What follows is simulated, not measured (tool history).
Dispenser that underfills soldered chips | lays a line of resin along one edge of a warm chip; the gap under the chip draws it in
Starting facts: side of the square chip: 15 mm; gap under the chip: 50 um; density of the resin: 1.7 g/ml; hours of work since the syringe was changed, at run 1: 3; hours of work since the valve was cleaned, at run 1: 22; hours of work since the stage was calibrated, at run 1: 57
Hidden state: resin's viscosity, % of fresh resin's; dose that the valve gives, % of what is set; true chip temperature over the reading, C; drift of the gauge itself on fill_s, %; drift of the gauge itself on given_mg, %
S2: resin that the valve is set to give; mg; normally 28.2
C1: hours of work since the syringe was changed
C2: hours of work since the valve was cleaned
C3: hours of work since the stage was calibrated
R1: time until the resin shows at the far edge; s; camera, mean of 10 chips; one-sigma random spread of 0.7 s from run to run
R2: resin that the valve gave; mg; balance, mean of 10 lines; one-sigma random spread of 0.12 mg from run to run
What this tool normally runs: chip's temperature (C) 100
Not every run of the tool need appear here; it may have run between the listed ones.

{"run": 1, "day": 0.0, "chip's temperature (C)": 100, "S2": 28.2, "C1": 3, "C2": 22, "C3": 57, "R1": 83.9, "R2": 27.68}
{"day": 0.229, "done": "new syringe of resin"}
{"run": 2, "day": 0.275, "chip's temperature (C)": 100, "S2": 24.7, "C1": 1, "C2": 26, "C3": 61, "R1": 70.1, "R2": 24.34}
{"run": 3, "day": 0.517, "chip's temperature (C)": 100, "S2": 32.2, "C1": 4, "C2": 29, "C3": 64, "R1": 90.3, "R2": 31.6}
{"run": 4, "day": 0.65, "chip's temperature (C)": 114, "S2": 32.2, "C1": 6, "C2": 31, "C3": 66, "R1": 73.7, "R2": 31.76}
{"day": 0.675, "done": "new syringe of resin"}
{"run": 5, "day": 0.783, "chip's temperature (C)": 106, "S2": 28.2, "C1": 2, "C2": 33, "C3": 68, "R1": 63.6, "R2": 27.41}
{"run": 6, "day": 0.917, "chip's temperature (C)": 106, "S2": 28.2, "C1": 4, "C2": 35, "C3": 70, "R1": 76.2, "R2": 27.66}
{"run": 7, "day": 1.046, "chip's temperature (C)": 100, "S2": 32.9, "C1": 5, "C2": 37, "C3": 72, "R1": 101.3, "R2": 32.33}
{"day": 1.129, "done": "new syringe of resin"}
{"run": 8, "day": 1.217, "chip's temperature (C)": 100, "S2": 32.9, "C1": 1, "C2": 39, "C3": 74, "R1": 72.2, "R2": 32.1}
{"run": 9, "day": 1.462, "chip's temperature (C)": 100, "S2": 32.9, "C1": 5, "C2": 43, "C3": 78, "R1": 94.9, "R2": 32}
{"day": 1.571, "done": "new syringe of resin"}
{"run": 10, "day": 1.725, "chip's temperature (C)": 100, "S2": 32.9, "C1": 2, "C2": 47, "C3": 82, "R1": 74.6, "R2": 31.86}
{"run": 11, "day": 1.929, "chip's temperature (C)": 100, "S2": 32.9, "C1": 5, "C2": 50, "C3": 85, "R1": 97, "R2": 32.08}
{"day": 2.021, "done": "new syringe of resin"}
{"run": 12, "day": 2.204, "chip's temperature (C)": 100, "S2": 32.9, "C1": 3, "C2": 54, "C3": 88, "R1": 79.9, "R2": 31.76}
{"run": 13, "day": 2.404, "chip's temperature (C)": 108, "S2": 32.1, "C1": 6, "C2": 56, "C3": 91, "R1": 83.4, "R2": 30.94}
{"day": 2.475, "done": "new syringe of resin"}
{"run": 14, "day": 2.65, "chip's temperature (C)": 108, "S2": 29.6, "C1": 3, "C2": 60, "C3": 95, "R1": 64.9, "R2": 28.59}
{"run": 15, "day": 2.833, "chip's temperature (C)": 97, "S2": 32.5, "C1": 5, "C2": 63, "C3": 97, "R1": 107.8, "R2": 30.98}
{"day": 2.925, "done": "new syringe of resin"}
{"run": 16, "day": 3.038, "chip's temperature (C)": 103, "S2": 30.7, "C1": 2, "C2": 65, "C3": 100, "R1": 66.5, "R2": 29.56}
{"run": 17, "day": 3.246, "chip's temperature (C)": 106, "S2": 27.8, "C1": 5, "C2": 68, "C3": 103, "R1": 81.7, "R2": 26.62}
{"day": 3.371, "done": "new syringe of resin"}
{"run": 18, "day": 3.454, "chip's temperature (C)": 109, "S2": 24.7, "C1": 1, "C2": 71, "C3": 106, "R1": 58.5, "R2": 23.78}
{"run": 19, "day": 3.646, "chip's temperature (C)": 110, "S2": 27.3, "C1": 4, "C2": 74, "C3": 109, "R1": 71.4, "R2": 25.95}
{"run": 20, "day": 3.779, "chip's temperature (C)": 110, "S2": 27.3, "C1": 6, "C2": 76, "C3": 111, "R1": 81.7, "R2": 26}
{"day": 3.812, "done": "new syringe of resin"}
{"run": 21, "day": 4.038, "chip's temperature (C)": 93, "S2": 30.9, "C1": 3, "C2": 80, "C3": 115, "R1": 97.8, "R2": 29.3}
{"run": 22, "day": 4.2, "chip's temperature (C)": 93, "S2": 30.9, "C1": 6, "C2": 82, "C3": 117, "R1": 121.1, "R2": 29.16}

Forecast each of these 4 alternatives for the next run:
{"day": 4.258, "done": "new syringe of resin"}
{"run": "A", "day": 4.404, "chip's temperature (C)": 100, "S2": 27.6, "C1": 2, "C2": 85, "C3": 120, "R1": "?", "R2": "?"}
{"day": 4.258, "done": "new syringe of resin"}
{"run": "B", "day": 4.404, "chip's temperature (C)": 103, "S2": 30.4, "C1": 2, "C2": 85, "C3": 120, "R1": "?", "R2": "?"}
{"day": 4.258, "done": "new syringe of resin"}
{"run": "C", "day": 4.404, "chip's temperature (C)": 97, "S2": 33.1, "C1": 2, "C2": 85, "C3": 120, "R1": "?", "R2": "?"}
{"day": 4.258, "done": "new syringe of resin"}
{"run": "D", "day": 4.404, "chip's temperature (C)": 90, "S2": 29.5, "C1": 2, "C2": 85, "C3": 120, "R1": "?", "R2": "?"}

run=A R1=77.5 R2=26.34
run=B R1=70.3 R2=28.84
run=C R1=81.8 R2=31.28
run=D R1=99.1 R2=27.92
Had the tool no hidden state, the same runs would have come out as:
run=A R1=63.5 R2=27.76
run=B R1=58 R2=30.41
run=C R1=67.7 R2=32.98
run=D R1=81.6 R2=29.43

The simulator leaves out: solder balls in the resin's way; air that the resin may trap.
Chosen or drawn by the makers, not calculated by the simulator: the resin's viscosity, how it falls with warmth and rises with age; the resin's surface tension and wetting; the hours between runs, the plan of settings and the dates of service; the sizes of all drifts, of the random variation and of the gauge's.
